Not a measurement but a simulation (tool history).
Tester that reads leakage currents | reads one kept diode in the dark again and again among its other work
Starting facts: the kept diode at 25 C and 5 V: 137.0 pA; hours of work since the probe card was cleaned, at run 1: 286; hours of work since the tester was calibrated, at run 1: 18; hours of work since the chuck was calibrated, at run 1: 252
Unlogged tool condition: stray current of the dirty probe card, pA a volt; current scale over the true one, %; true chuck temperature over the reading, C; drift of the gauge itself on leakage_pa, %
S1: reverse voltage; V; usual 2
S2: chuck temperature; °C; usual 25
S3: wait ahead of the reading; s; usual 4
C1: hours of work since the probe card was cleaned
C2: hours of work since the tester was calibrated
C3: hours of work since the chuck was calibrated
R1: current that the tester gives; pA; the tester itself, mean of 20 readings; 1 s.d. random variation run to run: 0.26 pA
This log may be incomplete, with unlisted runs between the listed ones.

Run 1, day 0: usual settings; C1 286; C2 18; C3 252. Result: R1 84.58 pA.
Run 2, day 1.479: usual settings; C1 307; C2 39; C3 273. Result: R1 84.75 pA.
Run 3, day 2.325: usual settings but S3 2.69 s; C1 320; C2 52; C3 286. Result: R1 84.26 pA.
Run 4, day 3.017: usual settings but S2 24 °C, S3 2.69 s; C1 330; C2 62; C3 296. Result: R1 78.31 pA.
Run 5, day 4.271: usual settings; C1 348; C2 80; C3 315. Result: R1 84.55 pA.
Run 6, day 5.767: usual settings; C1 370; C2 102; C3 337. Result: R1 84.68 pA.
Run 7, day 6.683: usual settings; C1 384; C2 116; C3 350. Result: R1 84.89 pA.
Run 8, day 8.017: usual settings but S1 8.21 V; C1 403; C2 135; C3 370. Result: R1 178.15 pA.
Run 9, day 8.775: usual settings but S1 2.74 V; C1 415; C2 147; C3 381. Result: R1 99.93 pA.
Run 10, day 9.467: usual settings but S1 10.89 V; C1 425; C2 157; C3 391. Result: R1 206.5 pA.
Run 11, day 10.262: usual settings; C1 437; C2 168; C3 403. Result: R1 84.59 pA.
Run 12, day 11.4: usual settings; C1 453; C2 185; C3 419. Result: R1 84.82 pA.
Run 13, day 12.767: usual settings; C1 473; C2 205; C3 439. Result: R1 85.04 pA.
Run 14, day 14.404: usual settings; C1 497; C2 229; C3 463. Result: R1 85.24 pA.
Run 15, day 15.529: usual settings; C1 514; C2 246; C3 480. Result: R1 84.57 pA.
Run 16, day 16.825: usual settings; C1 533; C2 265; C3 499. Result: R1 85.18 pA.
Run 17, day 17.771: usual settings; C1 547; C2 279; C3 513. Result: R1 84.9 pA.
Run 18, day 18.817: usual settings; C1 562; C2 294; C3 528. Result: R1 85.17 pA.
Run 19, day 19.529: usual settings but S2 42 °C; C1 573; C2 305; C3 539. Result: R1 301.92 pA.
Run 20, day 21.15: usual settings but S3 1.18 s; C1 597; C2 328; C3 563. Result: R1 84.76 pA.
Run 21, day 22.246: usual settings but S1 3.75 V; C1 613; C2 344; C3 579. Result: R1 118.44 pA.
Run 22, day 23.725: usual settings but S3 1.05 s; C1 634; C2 366; C3 600. Result: R1 85.08 pA.
Run 23, day 25.142: usual settings but S1 5.28 V, S2 46 °C, S3 6.29 s; C1 655; C2 387; C3 621. Result: R1 661.23 pA.
Run 24, day 26.654: usual settings but S1 10.43 V, S3 0.84 s; C1 677; C2 409; C3 643. Result: R1 204.27 pA.
Run 25, day 27.704: usual settings but S1 2.68 V, S3 0.84 s; C1 693; C2 425; C3 659. Result: R1 99.44 pA.
Run 26, day 28.5: usual settings but S1 4.28 V, S3 0.52 s; C1 705; C2 436; C3 671. Result: R1 128.58 pA.
Run 27, day 29.192: usual settings but S1 4.28 V, S3 0.52 s; C1 715; C2 447; C3 681. Result: R1 126.95 pA.
Run 28, day 30.3: usual settings but S1 4.28 V, S2 55 °C, S3 6.29 s; C1 731; C2 463; C3 697. Result: R1 1089.91 pA.
Run 29, day 31.912: usual settings but S1 1.88 V, S2 21 °C, S3 0.32 s; C1 755; C2 487; C3 721. Result: R1 60.34 pA.
Run 30, day 32.692: usual settings but S1 1.88 V, S2 21 °C, S3 0.32 s; C1 766; C2 498; C3 732. Result: R1 60.77 pA.
Run 31, day 33.638: usual settings but S1 1.88 V, S2 21 °C, S3 0.32 s; C1 780; C2 512; C3 746. Result: R1 60.53 pA.
Run 32, day 34.888: usual settings but S1 3.71 V, S2 38 °C, S3 0.32 s; C1 798; C2 530; C3 764. Result: R1 314.42 pA.
Run 33, day 35.654: usual settings but S1 3.71 V, S2 38 °C, S3 0.32 s; C1 810; C2 542; C3 776. Result: R1 315.02 pA.
At day 36.492: chuck's temperature calibrated.
Run 34, day 37.358: usual settings but S1 3.71 V, S2 38 °C, S3 0.32 s; C1 834; C2 565; C3 13. Result: R1 314.82 pA.
Run 35, day 38.746: usual settings but S1 2.94 V, S2 51 °C, S3 2.52 s; C1 854; C2 586; C3 33. Result: R1 683.95 pA.
Run 36, day 40.438: usual settings but S1 2.94 V, S2 51 °C, S3 2.52 s; C1 879; C2 611; C3 58. Result: R1 687.69 pA.
Run 37, day 41.533: usual settings but S2 32 °C; C1 895; C2 627; C3 74. Result: R1 145.69 pA.
Run 38, day 43.225: usual settings but S2 32 °C; C1 920; C2 652; C3 99. Result: R1 145.84 pA.
Run 39, day 44.658: usual settings but S1 9.61 V, S2 36 °C; C1 941; C2 673; C3 120. Result: R1 445.35 pA.
Run 40, day 45.996: usual settings but S1 9.61 V, S2 36 °C; C1 960; C2 692; C3 140. Result: R1 443.63 pA.
Run 41, day 47.546: usual settings but S1 10.77 V, S2 42 °C, S3 1.34 s; C1 983; C2 715; C3 162. Result: R1 731.55 pA.

What if the next run were any one of these 3? Each begins from the tool's condition after run 41:
Run A, day 48.538: usual settings but S1 3.55 V, S2 24 °C; C1 998; C2 730; C3 177. Result: R1 ?.
Run B, day 48.538: usual settings but S1 10.77 V, S2 44 °C, S3 1.34 s; C1 998; C2 730; C3 177. Result: R1 ?.
Run C, day 48.538: usual settings but S1 9.48 V, S2 23 °C, S3 0.98 s; C1 998; C2 730; C3 177. Result: R1 ?.

run      R1
  A  105.97
  B  840.33
  C  164.55
With the hidden condition removed and each run's random variation left untouched, the same runs would have given:
run      R1
  A  105.94
  B  840.15
  C  164.49
